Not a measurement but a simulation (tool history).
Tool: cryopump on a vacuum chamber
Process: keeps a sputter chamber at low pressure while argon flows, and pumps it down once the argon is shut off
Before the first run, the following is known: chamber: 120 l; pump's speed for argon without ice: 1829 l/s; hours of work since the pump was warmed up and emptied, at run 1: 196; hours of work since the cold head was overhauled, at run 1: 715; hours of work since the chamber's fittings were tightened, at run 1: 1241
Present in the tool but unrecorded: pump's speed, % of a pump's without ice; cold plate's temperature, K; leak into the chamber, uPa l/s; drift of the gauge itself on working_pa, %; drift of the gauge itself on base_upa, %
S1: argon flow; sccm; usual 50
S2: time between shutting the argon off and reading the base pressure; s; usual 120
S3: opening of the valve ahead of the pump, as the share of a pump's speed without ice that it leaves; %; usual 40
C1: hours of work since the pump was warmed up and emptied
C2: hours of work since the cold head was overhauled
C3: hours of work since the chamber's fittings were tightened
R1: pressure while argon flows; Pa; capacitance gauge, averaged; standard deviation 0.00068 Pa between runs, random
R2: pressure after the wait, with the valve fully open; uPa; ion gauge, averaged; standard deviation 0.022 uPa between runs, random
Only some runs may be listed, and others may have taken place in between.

{"run": 1, "day": 0.0, "S1": 50, "S2": 120, "S3": 40, "C1": 196, "C2": 715, "C3": 1241, "R1": 0.1177, "R2": 1.23}
{"run": 2, "day": 0.829, "S1": 50, "S2": 68, "S3": 40, "C1": 211, "C2": 730, "C3": 1256, "R1": 0.1177, "R2": 1.61}
{"run": 3, "day": 1.867, "S1": 50, "S2": 68, "S3": 40, "C1": 231, "C2": 750, "C3": 1276, "R1": 0.1191, "R2": 1.63}
{"run": 4, "day": 2.842, "S1": 50, "S2": 35, "S3": 40, "C1": 249, "C2": 768, "C3": 1294, "R1": 0.1198, "R2": 2.5}
{"run": 5, "day": 3.462, "S1": 28, "S2": 120, "S3": 40, "C1": 261, "C2": 780, "C3": 1306, "R1": 0.0685, "R2": 1.29}
{"run": 6, "day": 3.921, "S1": 28, "S2": 120, "S3": 40, "C1": 269, "C2": 788, "C3": 1314, "R1": 0.0676, "R2": 1.27}
{"run": 7, "day": 4.992, "S1": 28, "S2": 120, "S3": 40, "C1": 290, "C2": 808, "C3": 1334, "R1": 0.0681, "R2": 1.31}
{"run": 8, "day": 5.496, "S1": 28, "S2": 120, "S3": 40, "C1": 299, "C2": 818, "C3": 1344, "R1": 0.0676, "R2": 1.3}
{"run": 9, "day": 6.246, "S1": 28, "S2": 120, "S3": 40, "C1": 313, "C2": 832, "C3": 1358, "R1": 0.0677, "R2": 1.34}
{"run": 10, "day": 7.383, "S1": 28, "S2": 244, "S3": 40, "C1": 335, "C2": 853, "C3": 1379, "R1": 0.0692, "R2": 1.11}
{"run": 11, "day": 8.383, "S1": 50, "S2": 61, "S3": 40, "C1": 353, "C2": 872, "C3": 1398, "R1": 0.1221, "R2": 1.84}
{"run": 12, "day": 9.354, "S1": 50, "S2": 61, "S3": 40, "C1": 372, "C2": 890, "C3": 1416, "R1": 0.1223, "R2": 1.83}
{"run": 13, "day": 9.958, "S1": 50, "S2": 253, "S3": 40, "C1": 383, "C2": 902, "C3": 1428, "R1": 0.1224, "R2": 1.16}
{"run": 14, "day": 10.988, "S1": 50, "S2": 253, "S3": 40, "C1": 402, "C2": 921, "C3": 1447, "R1": 0.1229, "R2": 1.13}
{"run": 15, "day": 11.971, "S1": 50, "S2": 253, "S3": 40, "C1": 421, "C2": 940, "C3": 1465, "R1": 0.1233, "R2": 1.11}
{"run": 16, "day": 13.058, "S1": 50, "S2": 253, "S3": 40, "C1": 441, "C2": 960, "C3": 1486, "R1": 0.123, "R2": 1.17}
{"run": 17, "day": 14.067, "S1": 39, "S2": 24, "S3": 18, "C1": 460, "C2": 979, "C3": 1505, "R1": 0.2053, "R2": 3.43}
{"run": 18, "day": 14.929, "S1": 39, "S2": 188, "S3": 36, "C1": 476, "C2": 995, "C3": 1521, "R1": 0.1052, "R2": 1.26}
{"run": 19, "day": 15.771, "S1": 39, "S2": 188, "S3": 36, "C1": 492, "C2": 1011, "C3": 1537, "R1": 0.1058, "R2": 1.26}
{"run": 20, "day": 16.392, "S1": 29, "S2": 61, "S3": 44, "C1": 504, "C2": 1023, "C3": 1549, "R1": 0.0655, "R2": 1.94}
{"day": 16.808, "done": "pump warmed up, emptied and cooled again"}
{"run": 21, "day": 17.271, "S1": 73, "S2": 36, "S3": 55, "C1": 9, "C2": 1035, "C3": 1561, "R1": 0.1244, "R2": 2.52}
{"run": 22, "day": 18.217, "S1": 73, "S2": 36, "S3": 55, "C1": 26, "C2": 1053, "C3": 1579, "R1": 0.1242, "R2": 2.45}
{"run": 23, "day": 18.817, "S1": 72, "S2": 141, "S3": 22, "C1": 38, "C2": 1064, "C3": 1590, "R1": 0.3051, "R2": 1.27}
{"run": 24, "day": 19.85, "S1": 50, "S2": 120, "S3": 31, "C1": 57, "C2": 1084, "C3": 1610, "R1": 0.1505, "R2": 1.33}
{"run": 25, "day": 20.979, "S1": 73, "S2": 120, "S3": 31, "C1": 78, "C2": 1105, "C3": 1631, "R1": 0.2195, "R2": 1.37}
{"run": 26, "day": 21.867, "S1": 73, "S2": 120, "S3": 31, "C1": 95, "C2": 1122, "C3": 1648, "R1": 0.2223, "R2": 1.37}
{"run": 27, "day": 22.388, "S1": 43, "S2": 66, "S3": 37, "C1": 105, "C2": 1131, "C3": 1657, "R1": 0.1102, "R2": 1.85}

Below, each run's measurement less what the same run would have read without the hidden state. Both values contain the same run-to-run variation, but the gauge's scatter may not be the same in both:
run=1 R1=+0.0036 R2=+0.57
run=2 R1=+0.0039 R2=+0.59
run=3 R1=+0.0042 R2=+0.59
run=4 R1=+0.0044 R2=+0.62
run=5 R1=+0.0026 R2=+0.62
run=6 R1=+0.0027 R2=+0.62
run=7 R1=+0.0029 R2=+0.64
run=8 R1=+0.0029 R2=+0.64
run=9 R1=+0.003 R2=+0.66
run=10 R1=+0.0033 R2=+0.68
run=11 R1=+0.0062 R2=+0.7
run=12 R1=+0.0065 R2=+0.69
run=13 R1=+0.0068 R2=+0.72
run=14 R1=+0.0071 R2=+0.72
run=15 R1=+0.0075 R2=+0.74
run=16 R1=+0.0078 R2=+0.76
run=17 R1=+0.0064 R2=+0.78
run=18 R1=+0.0065 R2=+0.77
run=19 R1=+0.0068 R2=+0.8
run=20 R1=+0.0052 R2=+0.8
run=21 R1=+0.0013 R2=+0.66
run=22 R1=+0.0017 R2=+0.67
run=23 R1=+0.0019 R2=+0.68
run=24 R1=+0.0016 R2=+0.69
run=25 R1=+0.0028 R2=+0.72
run=26 R1=+0.0031 R2=+0.72
run=27 R1=+0.0019 R2=+0.75
